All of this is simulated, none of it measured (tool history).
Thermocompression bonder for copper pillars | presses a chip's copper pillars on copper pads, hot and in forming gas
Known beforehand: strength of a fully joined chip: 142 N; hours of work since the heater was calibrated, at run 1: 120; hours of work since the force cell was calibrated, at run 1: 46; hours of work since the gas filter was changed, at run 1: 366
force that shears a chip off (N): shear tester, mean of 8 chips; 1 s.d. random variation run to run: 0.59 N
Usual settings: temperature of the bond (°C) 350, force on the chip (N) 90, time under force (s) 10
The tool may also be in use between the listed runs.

run   hour  temperature of the bond (°C)  force on the chip (N)  time under force (s)  hours of work since the heater was calibrated  hours of work since the force cell was calibrated  hours of work since the gas filter was changed  force that shears a chip off (N)
  1    0.0                           350                     90                    10                                            120                                                 46                                             366                              59.1
  2    7.1                           350                     90                    23                                            124                                                 49                                             369                              77.5
  3   18.0                           356                     90                    10                                            128                                                 54                                             374                              61.0
  4   23.8                           350                     75                    10                                            131                                                 57                                             376                              48.0
  5   36.5                           350                     75                    10                                            137                                                 62                                             382                              47.9
  6   42.8                           350                     75                    10                                            140                                                 65                                             385                              49.8
      48.3  -- forming gas filter changed
  7   53.9                           350                     75                    10                                            144                                                 70                                               2                              49.1
  8   63.0                           350                     90                    18                                            148                                                 74                                               7                              72.1
  9   70.5                           322                     90                    10                                            152                                                 77                                              10                              46.1
 10   78.2                           322                     90                    10                                            155                                                 80                                              13                              46.5
 11   88.1                           322                     90                    10                                            159                                                 85                                              18                              45.8
 12   95.3                           350                     90                    10                                            163                                                 88                                              21                              58.2
 13  107.7                           350                     90                    10                                            168                                                 94                                              26                              57.9
 14  121.4                           350                     90                    10                                            174                                                100                                              32                              57.5
 15  129.7                           375                     96                    29                                            178                                                103                                              36                             102.9
 16  141.0                           334                     55                    10                                            183                                                108                                              41                              30.0
 17  154.2                           350                    127                    11                                            189                                                114                                              47                              80.9
 18  166.1                           335                     90                     6                                            194                                                120                                              52                              42.0
 19  173.4                           335                     90                     6                                            197                                                123                                              56                              42.2
 20  181.6                           352                     75                     8                                            201                                                126                                              59                              44.8
 21  194.0                           352                     75                    12                                            206                                                132                                              65                              52.1
 22  204.2                           352                     75                    12                                            211                                                136                                              69                              53.9
 23  211.4                           325                    118                    16                                            214                                                140                                              72                              72.8
 24  219.7                           325                    118                    16                                            218                                                143                                              76                              72.9
 25  230.9                           325                    118                    16                                            223                                                148                                              81                              73.8

Run 26 has not been measured yet. What should we expect?
 26  240.2                           336                     68                    10                                            227                                                152                                              85                                 ?

Run 26 came out at force that shears a chip off (N) 39.3.
Were there no unlogged condition in the tool, this run, its random variation unchanged, would have produced force that shears a chip off (N) 39.2.

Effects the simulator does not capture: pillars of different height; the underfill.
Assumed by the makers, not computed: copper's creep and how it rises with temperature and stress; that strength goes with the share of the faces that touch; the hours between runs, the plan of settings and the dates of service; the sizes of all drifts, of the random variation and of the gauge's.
